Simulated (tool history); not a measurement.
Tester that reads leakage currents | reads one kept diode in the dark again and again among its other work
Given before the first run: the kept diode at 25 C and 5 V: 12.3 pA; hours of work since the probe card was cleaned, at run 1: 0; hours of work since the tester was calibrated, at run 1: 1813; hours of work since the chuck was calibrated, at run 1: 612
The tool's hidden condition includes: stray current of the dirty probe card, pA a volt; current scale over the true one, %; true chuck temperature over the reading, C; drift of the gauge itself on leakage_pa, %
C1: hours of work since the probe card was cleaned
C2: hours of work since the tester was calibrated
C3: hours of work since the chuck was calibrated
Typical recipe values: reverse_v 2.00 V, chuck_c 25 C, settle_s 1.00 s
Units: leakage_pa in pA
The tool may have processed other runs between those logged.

run 1 day=0.000 | reverse_v=2.00 chuck_c=25 settle_s=1.00 | C1=0 C2=1813 C3=612 | leakage_pa=7.17
run 2 day=1.888 | reverse_v=2.00 chuck_c=25 settle_s=1.00 | C1=22 C2=1834 C3=634 | leakage_pa=7.18
run 3 day=5.221 | reverse_v=2.00 chuck_c=25 settle_s=1.00 | C1=61 C2=1873 C3=673 | leakage_pa=7.39
run 4 day=8.792 | reverse_v=2.30 chuck_c=25 settle_s=1.00 | C1=102 C2=1915 C3=714 | leakage_pa=8.12
run 5 day=11.671 | reverse_v=2.00 chuck_c=37 settle_s=1.00 | C1=136 C2=1948 C3=748 | leakage_pa=17.64
run 6 day=15.329 | reverse_v=2.00 chuck_c=37 settle_s=1.00 | C1=178 C2=1991 C3=790 | leakage_pa=17.60
run 7 day=17.788 | reverse_v=2.00 chuck_c=37 settle_s=1.00 | C1=207 C2=2019 C3=819 | leakage_pa=17.87
run 8 day=19.954 | reverse_v=2.00 chuck_c=37 settle_s=1.00 | C1=232 C2=2045 C3=844 | leakage_pa=17.82
run 9 day=22.696 | reverse_v=2.00 chuck_c=25 settle_s=1.00 | C1=264 C2=2076 C3=876 | leakage_pa=7.88
run 10 day=25.129 | reverse_v=2.00 chuck_c=25 settle_s=0.38 | C1=292 C2=2105 C3=904 | leakage_pa=8.20
run 11 day=28.588 | reverse_v=2.00 chuck_c=25 settle_s=0.38 | C1=332 C2=2145 C3=945 | leakage_pa=8.21
run 12 day=30.971 | reverse_v=2.00 chuck_c=25 settle_s=0.38 | C1=360 C2=2173 C3=972 | leakage_pa=8.41
run 13 day=33.112 | reverse_v=5.06 chuck_c=25 settle_s=1.00 | C1=385 C2=2197 C3=997 | leakage_pa=15.44
run 14 day=36.417 | reverse_v=5.06 chuck_c=25 settle_s=1.00 | C1=423 C2=2236 C3=1036 | leakage_pa=15.76
run 15 day=39.958 | reverse_v=10.38 chuck_c=29 settle_s=2.01 | C1=464 C2=2277 C3=1077 | leakage_pa=33.30
run 16 day=43.612 | reverse_v=2.89 chuck_c=30 settle_s=0.84 | C1=507 C2=2320 C3=1119 | leakage_pa=15.04
run 17 day=46.725 | reverse_v=2.89 chuck_c=30 settle_s=0.84 | C1=543 C2=2356 C3=1155 | leakage_pa=15.28
run 18 day=49.492 | reverse_v=16.71 chuck_c=54 settle_s=0.37 | C1=575 C2=2388 C3=1188 | leakage_pa=202.98
run 19 day=52.275 | reverse_v=9.77 chuck_c=29 settle_s=0.37 | C1=608 C2=2420 C3=1220 | leakage_pa=35.16
run 20 day=55.662 | reverse_v=2.00 chuck_c=36 settle_s=0.80 | C1=647 C2=2460 C3=1259 | leakage_pa=17.76
-- day=59.112 tester calibrated
run 21 day=59.288 | reverse_v=2.00 chuck_c=46 settle_s=5.68 | C1=688 C2=2 C3=1301 | leakage_pa=32.61
run 22 day=61.575 | reverse_v=2.00 chuck_c=46 settle_s=5.68 | C1=715 C2=29 C3=1327 | leakage_pa=33.03
run 23 day=63.500 | reverse_v=1.49 chuck_c=24 settle_s=5.68 | C1=737 C2=51 C3=1349 | leakage_pa=6.98
run 24 day=65.308 | reverse_v=1.78 chuck_c=25 settle_s=0.32 | C1=758 C2=72 C3=1370 | leakage_pa=8.71

Expected results for the next run?
run 25 day=67.838 | reverse_v=1.78 chuck_c=43 settle_s=4.91 | C1=788 C2=101 C3=1400 | leakage_pa=?

{"run 25": {"leakage_pa": 25.34}}
On a tool with no hidden condition, and with the same random variation, this run would have come out at leakage_pa 24.66 pA.

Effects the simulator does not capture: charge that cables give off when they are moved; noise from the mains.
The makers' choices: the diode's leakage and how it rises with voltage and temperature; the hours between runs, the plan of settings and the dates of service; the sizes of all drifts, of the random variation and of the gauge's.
